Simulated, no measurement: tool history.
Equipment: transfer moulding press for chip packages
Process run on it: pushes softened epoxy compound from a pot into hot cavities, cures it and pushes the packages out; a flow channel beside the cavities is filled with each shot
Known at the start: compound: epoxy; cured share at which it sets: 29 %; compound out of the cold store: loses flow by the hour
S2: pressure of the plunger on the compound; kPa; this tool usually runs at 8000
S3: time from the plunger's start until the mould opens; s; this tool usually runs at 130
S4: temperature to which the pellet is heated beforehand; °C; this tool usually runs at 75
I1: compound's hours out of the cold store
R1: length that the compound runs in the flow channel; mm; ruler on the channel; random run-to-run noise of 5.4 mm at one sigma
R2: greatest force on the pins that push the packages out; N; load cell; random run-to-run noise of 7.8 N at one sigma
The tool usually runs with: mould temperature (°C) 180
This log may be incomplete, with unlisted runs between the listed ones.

Run 1, hour 0: usual settings; I1 25.8. Result: R1 547 mm, R2 373 N.
Run 2, hour 33.3: usual settings; I1 19.6. Result: R1 564 mm, R2 576 N.
At hour 51.6: cavities cleaned with cleaning compound and waxed.
Run 3, hour 56.9: usual settings; I1 44.5. Result: R1 481 mm, R2 376 N.
Run 4, hour 71.4: usual settings; I1 13.2. Result: R1 602 mm, R2 521 N.
Run 5, hour 100.2: usual settings but mould temperature (°C) 174; I1 17.4. Result: R1 589 mm, R2 922 N.
At hour 106.8: cavities cleaned with cleaning compound and waxed.
Run 6, hour 118.4: usual settings but mould temperature (°C) 174; I1 10.7. Result: R1 612 mm, R2 654 N.
Run 7, hour 141.2: usual settings but mould temperature (°C) 174; I1 10.9. Result: R1 609 mm, R2 821 N.
At hour 161.4: cavities cleaned with cleaning compound and waxed.
Run 8, hour 170.9: usual settings but S2 9310 kPa; I1 32.4. Result: R1 540 mm, R2 424 N.
At hour 177.8: plunger's sealing rings changed.
Run 9, hour 190.2: usual settings but S3 143 s; I1 23.6. Result: R1 614 mm, R2 492 N.
At hour 219: cavities cleaned with cleaning compound and waxed.
Run 10, hour 220.7: usual settings; I1 15.2. Result: R1 643 mm, R2 340 N.
Run 11, hour 245.1: usual settings but S4 66 °C; I1 46.1. Result: R1 528 mm, R2 531 N.
Run 12, hour 265.9: usual settings; I1 47.9. Result: R1 513 mm, R2 613 N.
At hour 274.6: cavities cleaned with cleaning compound and waxed.
Run 13, hour 285.9: usual settings; I1 30. Result: R1 564 mm, R2 435 N.
Run 14, hour 313.2: usual settings; I1 18.6. Result: R1 612 mm, R2 610 N.
At hour 328.3: cavities cleaned with cleaning compound and waxed.
Run 15, hour 328.3: usual settings; I1 28. Result: R1 574 mm, R2 337 N.
Run 16, hour 360.8: usual settings but S2 9180 kPa, S3 147 s, S4 66 °C; I1 35.7. Result: R1 580 mm, R2 502 N.
Run 17, hour 380.2: usual settings but S2 9180 kPa, S3 147 s, S4 66 °C; I1 20.5. Result: R1 646 mm, R2 600 N.
At hour 384.1: cavities cleaned with cleaning compound and waxed.
At hour 404.7: mould's thermocouples calibrated.
Run 18, hour 408.2: usual settings but S2 9180 kPa, S3 147 s, S4 66 °C; I1 28.2. Result: R1 604 mm, R2 456 N.

Run 19 comes next. What will it give?
Run 19, hour 429.1: usual settings but mould temperature (°C) 178, S2 9370 kPa, S4 83 °C; I1 11.2. Result: R1 ?, R2 ?.

Run 19 produced R1 688 mm, R2 660 N.
Without the tool's hidden state the same run would have given R1 719 mm, R2 359 N.
